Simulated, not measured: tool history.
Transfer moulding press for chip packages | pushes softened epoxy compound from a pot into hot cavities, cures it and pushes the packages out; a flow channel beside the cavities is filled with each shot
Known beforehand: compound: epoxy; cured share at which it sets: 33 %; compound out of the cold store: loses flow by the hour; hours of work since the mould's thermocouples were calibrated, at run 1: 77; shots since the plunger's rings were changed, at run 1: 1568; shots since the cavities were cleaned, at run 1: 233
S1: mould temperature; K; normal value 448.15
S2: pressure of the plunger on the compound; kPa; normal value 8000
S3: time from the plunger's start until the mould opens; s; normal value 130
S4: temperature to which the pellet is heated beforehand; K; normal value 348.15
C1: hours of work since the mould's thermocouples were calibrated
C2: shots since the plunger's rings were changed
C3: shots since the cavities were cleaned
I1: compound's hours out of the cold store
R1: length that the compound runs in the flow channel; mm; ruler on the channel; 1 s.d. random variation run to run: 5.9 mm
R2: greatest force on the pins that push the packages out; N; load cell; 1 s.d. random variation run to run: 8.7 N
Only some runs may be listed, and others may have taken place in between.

run,hour,S1,S2,S3,S4,C1,C2,C3,I1,R1,R2
1,0.0,448.15,8000,130,348.15,77,1568,233,37.1,889,510
2,9.0,448.15,8170,130,348.15,84,1657,322,47.3,860,540
3,22.5,449.15,8170,130,348.15,94,1791,456,38.3,892,578
4,33.7,449.15,8170,130,348.15,102,1902,567,17.3,986,647
5,43.2,449.15,8170,130,348.15,109,1996,661,17.6,983,681
6,53.2,448.15,8000,113,348.15,116,2095,760,35.2,896,962
7,65.5,448.15,8000,113,348.15,125,2217,882,18.8,966,1028
8,74.8,448.15,8000,113,348.15,132,2309,974,41.3,881,949
9,81.8,448.15,8000,130,348.15,137,2379,1044,8.8,1013,860
# hour 89.9: cavities cleaned with cleaning compound and waxed
10,95.7,448.15,8000,130,348.15,146,2501,57,46.5,851,394
11,107.1,448.15,8000,130,348.15,154,2614,170,16.4,979,512
12,117.5,448.15,8000,130,348.15,162,2717,273,37.1,883,544
13,126.4,448.15,8000,130,348.15,168,2806,362,26.8,932,583
# hour 129.2: mould's thermocouples calibrated
14,139.7,448.15,8000,130,348.15,8,2917,473,20.9,954,636
# hour 150.4: mould's thermocouples calibrated, once more
# hour 157.2: plunger's sealing rings changed
15,157.9,448.15,8000,130,348.15,4,7,609,44.6,885,622
16,171.2,448.15,8000,130,341.15,13,139,741,25.6,968,685
17,181.6,454.15,8000,130,348.15,21,241,843,28.2,937,586
18,188.1,443.15,8540,133,352.15,26,306,908,8.3,1099,1033
19,197.1,443.15,8540,133,352.15,32,395,997,8.3,1101,1025
20,202.9,448.15,8000,139,348.15,37,452,1054,46.2,879,660
# hour 209.6: cavities cleaned with cleaning compound and waxed
21,211.9,443.15,9800,112,355.15,42,527,23,19.4,1124,755
22,220.8,443.15,9800,112,355.15,49,615,111,32.4,1037,846
23,232.3,452.15,8000,111,348.15,57,729,225,13.0,1009,582
24,243.8,448.15,8000,145,348.15,65,843,339,22.2,971,479
25,253.2,448.15,8930,159,348.15,72,936,432,25.0,1011,485
26,260.6,451.15,8000,126,344.15,78,1009,505,40.3,888,543
27,274.3,452.15,6800,126,343.15,88,1145,641,37.0,826,580
28,286.4,452.15,6800,126,343.15,96,1264,760,40.1,806,611
29,299.3,448.15,8000,130,347.15,106,1393,889,44.2,870,705

Predict each of these 4 candidate next runs independently; none follows another, all start after run 29:
A,308.2,440.15,9460,130,348.15,112,1481,977,14.3,?,?
B,308.2,448.15,8000,162,348.15,112,1481,977,20.6,?,?
C,308.2,444.15,7540,130,343.15,112,1481,977,10.0,?,?
D,308.2,448.15,7710,143,351.15,112,1481,977,20.2,?,?

run,R1,R2
A,1127,1362
B,974,590
C,1010,1029
D,951,662
Had the tool no hidden state, the same runs would have come out as:
run,R1,R2
A,1150,660
B,994,285
C,1031,496
D,971,318
